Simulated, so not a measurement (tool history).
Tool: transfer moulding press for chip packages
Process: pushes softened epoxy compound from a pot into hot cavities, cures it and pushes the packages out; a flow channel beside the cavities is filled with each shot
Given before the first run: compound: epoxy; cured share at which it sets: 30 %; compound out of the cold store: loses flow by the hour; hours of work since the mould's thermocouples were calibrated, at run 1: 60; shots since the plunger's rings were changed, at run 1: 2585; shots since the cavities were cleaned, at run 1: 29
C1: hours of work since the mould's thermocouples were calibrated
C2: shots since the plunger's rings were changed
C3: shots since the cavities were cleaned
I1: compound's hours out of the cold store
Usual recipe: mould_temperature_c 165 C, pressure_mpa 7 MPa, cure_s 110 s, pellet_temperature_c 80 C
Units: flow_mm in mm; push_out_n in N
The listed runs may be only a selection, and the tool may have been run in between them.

run 1 day=0 | mould_temperature_c=165 pressure_mpa=7 cure_s=110 pellet_temperature_c=80 | C1=60 C2=2585 C3=29 | I1=26.4 | flow_mm=946 push_out_n=205
run 2 day=0.246 | mould_temperature_c=165 pressure_mpa=7 cure_s=110 pellet_temperature_c=80 | C1=64 C2=2653 C3=97 | I1=31.9 | flow_mm=922 push_out_n=247
run 3 day=0.679 | mould_temperature_c=165 pressure_mpa=7 cure_s=110 pellet_temperature_c=80 | C1=72 C2=2774 C3=218 | I1=33.3 | flow_mm=915 push_out_n=298
run 4 day=1.1 | mould_temperature_c=165 pressure_mpa=7 cure_s=110 pellet_temperature_c=80 | C1=79 C2=2890 C3=334 | I1=22.8 | flow_mm=961 push_out_n=338
run 5 day=1.408 | mould_temperature_c=165 pressure_mpa=7 cure_s=110 pellet_temperature_c=80 | C1=85 C2=2977 C3=421 | I1=16 | flow_mm=995 push_out_n=366
run 6 day=1.892 | mould_temperature_c=165 pressure_mpa=7 cure_s=110 pellet_temperature_c=71 | C1=93 C2=3111 C3=555 | I1=28.8 | flow_mm=931 push_out_n=386
run 7 day=2.35 | mould_temperature_c=165 pressure_mpa=7 cure_s=110 pellet_temperature_c=71 | C1=101 C2=3238 C3=682 | I1=15.4 | flow_mm=983 push_out_n=396
run 8 day=2.575 | mould_temperature_c=165 pressure_mpa=7 cure_s=93 pellet_temperature_c=71 | C1=105 C2=3300 C3=744 | I1=21.9 | flow_mm=956 push_out_n=519
run 9 day=2.775 | mould_temperature_c=165 pressure_mpa=7 cure_s=92 pellet_temperature_c=71 | C1=109 C2=3356 C3=800 | I1=10.9 | flow_mm=1011 push_out_n=547
-- day=2.912 cavities cleaned with cleaning compound and waxed
run 10 day=3.138 | mould_temperature_c=165 pressure_mpa=7 cure_s=92 pellet_temperature_c=71 | C1=114 C2=3439 C3=62 | I1=17.8 | flow_mm=973 push_out_n=312
run 11 day=3.342 | mould_temperature_c=165 pressure_mpa=7 cure_s=92 pellet_temperature_c=71 | C1=118 C2=3496 C3=119 | I1=21.2 | flow_mm=968 push_out_n=364
run 12 day=3.562 | mould_temperature_c=165 pressure_mpa=7 cure_s=92 pellet_temperature_c=71 | C1=122 C2=3557 C3=180 | I1=42.5 | flow_mm=871 push_out_n=358
run 13 day=3.771 | mould_temperature_c=165 pressure_mpa=7 cure_s=92 pellet_temperature_c=71 | C1=126 C2=3615 C3=238 | I1=26.7 | flow_mm=935 push_out_n=408
run 14 day=4.054 | mould_temperature_c=165 pressure_mpa=7 cure_s=92 pellet_temperature_c=71 | C1=131 C2=3693 C3=316 | I1=43.3 | flow_mm=869 push_out_n=428
run 15 day=4.283 | mould_temperature_c=165 pressure_mpa=7 cure_s=110 pellet_temperature_c=73 | C1=135 C2=3757 C3=380 | I1=16 | flow_mm=973 push_out_n=355
run 16 day=4.612 | mould_temperature_c=167 pressure_mpa=7 cure_s=110 pellet_temperature_c=80 | C1=141 C2=3849 C3=472 | I1=46.6 | flow_mm=843 push_out_n=329
run 17 day=4.996 | mould_temperature_c=167 pressure_mpa=7 cure_s=110 pellet_temperature_c=80 | C1=148 C2=3956 C3=579 | I1=30.9 | flow_mm=918 push_out_n=364
run 18 day=5.204 | mould_temperature_c=169 pressure_mpa=8.55 cure_s=148 pellet_temperature_c=89 | C1=151 C2=4013 C3=636 | I1=31.2 | flow_mm=1010 push_out_n=322
run 19 day=5.588 | mould_temperature_c=166 pressure_mpa=7 cure_s=113 pellet_temperature_c=77 | C1=158 C2=4119 C3=742 | I1=35.3 | flow_mm=891 push_out_n=369
run 20 day=5.796 | mould_temperature_c=166 pressure_mpa=7 cure_s=113 pellet_temperature_c=73 | C1=162 C2=4177 C3=800 | I1=17.1 | flow_mm=965 push_out_n=380
-- day=5.921 cavities cleaned with cleaning compound and waxed
-- day=6.1 plunger's sealing rings changed
run 21 day=6.367 | mould_temperature_c=165 pressure_mpa=6.74 cure_s=96 pellet_temperature_c=84 | C1=169 C2=75 C3=95 | I1=39.6 | flow_mm=907 push_out_n=291
run 22 day=6.654 | mould_temperature_c=165 pressure_mpa=6.74 cure_s=121 pellet_temperature_c=82 | C1=174 C2=154 C3=174 | I1=13.9 | flow_mm=1022 push_out_n=249
run 23 day=7.138 | mould_temperature_c=161 pressure_mpa=8.37 cure_s=96 pellet_temperature_c=76 | C1=183 C2=289 C3=309 | I1=35.3 | flow_mm=1037 push_out_n=525
run 24 day=7.625 | mould_temperature_c=161 pressure_mpa=8.37 cure_s=96 pellet_temperature_c=76 | C1=191 C2=424 C3=444 | I1=45.2 | flow_mm=996 push_out_n=538
run 25 day=7.975 | mould_temperature_c=162 pressure_mpa=7 cure_s=115 pellet_temperature_c=81 | C1=198 C2=521 C3=541 | I1=26.1 | flow_mm=984 push_out_n=396
run 26 day=8.346 | mould_temperature_c=165 pressure_mpa=8 cure_s=110 pellet_temperature_c=78 | C1=204 C2=624 C3=644 | I1=46.9 | flow_mm=948 push_out_n=376
run 27 day=8.558 | mould_temperature_c=169 pressure_mpa=6 cure_s=138 pellet_temperature_c=86 | C1=208 C2=683 C3=703 | I1=41.7 | flow_mm=833 push_out_n=331
run 28 day=8.95 | mould_temperature_c=169 pressure_mpa=7.59 cure_s=138 pellet_temperature_c=77 | C1=215 C2=791 C3=811 | I1=13.7 | flow_mm=1060 push_out_n=336
-- day=9.038 cavities cleaned with cleaning compound and waxed
run 29 day=9.35 | mould_temperature_c=165 pressure_mpa=7 cure_s=132 pellet_temperature_c=80 | C1=221 C2=885 C3=87 | I1=44.2 | flow_mm=904 push_out_n=207

4 ways to go on from here, each from the tool as it stands after run 29. What would each give?
run A day=9.812 | mould_temperature_c=162 pressure_mpa=7 cure_s=110 pellet_temperature_c=80 | C1=229 C2=1014 C3=216 | I1=28.2 | flow_mm=? push_out_n=?
run B day=9.812 | mould_temperature_c=160 pressure_mpa=7 cure_s=130 pellet_temperature_c=80 | C1=229 C2=1014 C3=216 | I1=27.8 | flow_mm=? push_out_n=?
run C day=9.812 | mould_temperature_c=162 pressure_mpa=7 cure_s=110 pellet_temperature_c=80 | C1=229 C2=1014 C3=216 | I1=22.1 | flow_mm=? push_out_n=?
run D day=9.812 | mould_temperature_c=172 pressure_mpa=7 cure_s=125 pellet_temperature_c=75 | C1=229 C2=1014 C3=216 | I1=33.2 | flow_mm=? push_out_n=?

run=A flow_mm=978 push_out_n=344
run=B flow_mm=981 push_out_n=296
run=C flow_mm=1002 push_out_n=340
run=D flow_mm=918 push_out_n=244
What these runs would have given with no unlogged condition in the tool:
run=A flow_mm=989 push_out_n=205
run=B flow_mm=993 push_out_n=179
run=C flow_mm=1013 push_out_n=202
run=D flow_mm=929 push_out_n=148
